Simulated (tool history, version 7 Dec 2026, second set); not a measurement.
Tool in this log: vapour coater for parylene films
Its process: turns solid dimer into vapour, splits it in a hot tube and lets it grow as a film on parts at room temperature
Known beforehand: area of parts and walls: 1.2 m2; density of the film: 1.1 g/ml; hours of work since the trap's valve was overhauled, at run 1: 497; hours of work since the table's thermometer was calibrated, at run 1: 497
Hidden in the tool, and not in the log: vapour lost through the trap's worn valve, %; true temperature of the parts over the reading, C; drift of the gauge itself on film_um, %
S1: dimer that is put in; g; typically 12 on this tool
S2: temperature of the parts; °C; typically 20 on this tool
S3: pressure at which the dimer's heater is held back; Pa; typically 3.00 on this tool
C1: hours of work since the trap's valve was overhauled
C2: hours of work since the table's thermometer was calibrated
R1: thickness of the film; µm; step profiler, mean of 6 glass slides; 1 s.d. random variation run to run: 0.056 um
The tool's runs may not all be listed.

run 1 day=0.000 | S1=12 S2=20 S3=3.00 | C1=497 C2=497 | R1=5.70
run 2 day=0.671 | S1=12 S2=20 S3=3.00 | C1=508 C2=508 | R1=5.74
run 3 day=1.833 | S1=12 S2=20 S3=3.00 | C1=528 C2=528 | R1=5.68
run 4 day=2.883 | S1=12 S2=20 S3=3.00 | C1=546 C2=546 | R1=5.67
run 5 day=3.746 | S1=12 S2=14 S3=3.00 | C1=561 C2=561 | R1=7.09
-- day=4.067 trap's valve overhauled
run 6 day=4.771 | S1=12 S2=20 S3=3.00 | C1=12 C2=575 | R1=6.37
run 7 day=5.571 | S1=12 S2=20 S3=3.00 | C1=26 C2=589 | R1=6.18
run 8 day=6.208 | S1=12 S2=20 S3=3.00 | C1=37 C2=600 | R1=6.28
run 9 day=7.475 | S1=12 S2=20 S3=3.77 | C1=58 C2=621 | R1=6.14
run 10 day=8.517 | S1=12 S2=20 S3=3.77 | C1=76 C2=639 | R1=6.01
run 11 day=9.654 | S1=12 S2=20 S3=5.37 | C1=95 C2=658 | R1=5.68
run 12 day=10.471 | S1=12 S2=20 S3=5.37 | C1=109 C2=672 | R1=5.71
run 13 day=11.121 | S1=12 S2=20 S3=3.00 | C1=120 C2=684 | R1=6.19
run 14 day=12.071 | S1=12 S2=20 S3=2.07 | C1=136 C2=700 | R1=6.36
run 15 day=13.238 | S1=12 S2=20 S3=2.07 | C1=156 C2=720 | R1=6.30
run 16 day=14.238 | S1=12 S2=20 S3=3.00 | C1=173 C2=737 | R1=6.12
run 17 day=14.967 | S1=12 S2=20 S3=3.00 | C1=186 C2=749 | R1=6.10
run 18 day=15.892 | S1=12 S2=20 S3=3.00 | C1=202 C2=765 | R1=6.00
run 19 day=16.733 | S1=10 S2=19 S3=3.00 | C1=216 C2=779 | R1=5.17
run 20 day=17.567 | S1=15 S2=14 S3=11.70 | C1=230 C2=793 | R1=7.99
run 21 day=18.838 | S1=8 S2=17 S3=3.40 | C1=252 C2=815 | R1=4.30
run 22 day=19.438 | S1=8 S2=17 S3=3.40 | C1=262 C2=825 | R1=4.36
run 23 day=20.429 | S1=8 S2=31 S3=3.40 | C1=279 C2=842 | R1=2.54
run 24 day=21.388 | S1=8 S2=19 S3=5.61 | C1=295 C2=859 | R1=3.81
run 25 day=22.475 | S1=8 S2=19 S3=5.61 | C1=314 C2=877 | R1=3.77
run 26 day=23.212 | S1=8 S2=19 S3=5.61 | C1=326 C2=890 | R1=3.74
run 27 day=24.483 | S1=6 S2=26 S3=7.26 | C1=348 C2=911 | R1=2.10
run 28 day=25.054 | S1=6 S2=13 S3=4.43 | C1=358 C2=921 | R1=3.60
run 29 day=25.892 | S1=6 S2=13 S3=4.43 | C1=372 C2=935 | R1=3.68
run 30 day=26.562 | S1=12 S2=13 S3=3.00 | C1=384 C2=947 | R1=7.61
run 31 day=27.500 | S1=12 S2=13 S3=3.00 | C1=400 C2=963 | R1=7.39
run 32 day=28.433 | S1=7 S2=21 S3=3.33 | C1=416 C2=979 | R1=3.15

Run 33 comes next. What will it give?
run 33 day=29.012 | S1=7 S2=21 S3=10.07 | C1=425 C2=989 | R1=?

R1: 2.78 µm
On a tool with no hidden condition, and with the same random variation, this run would have come out at R1 3.14 µm.
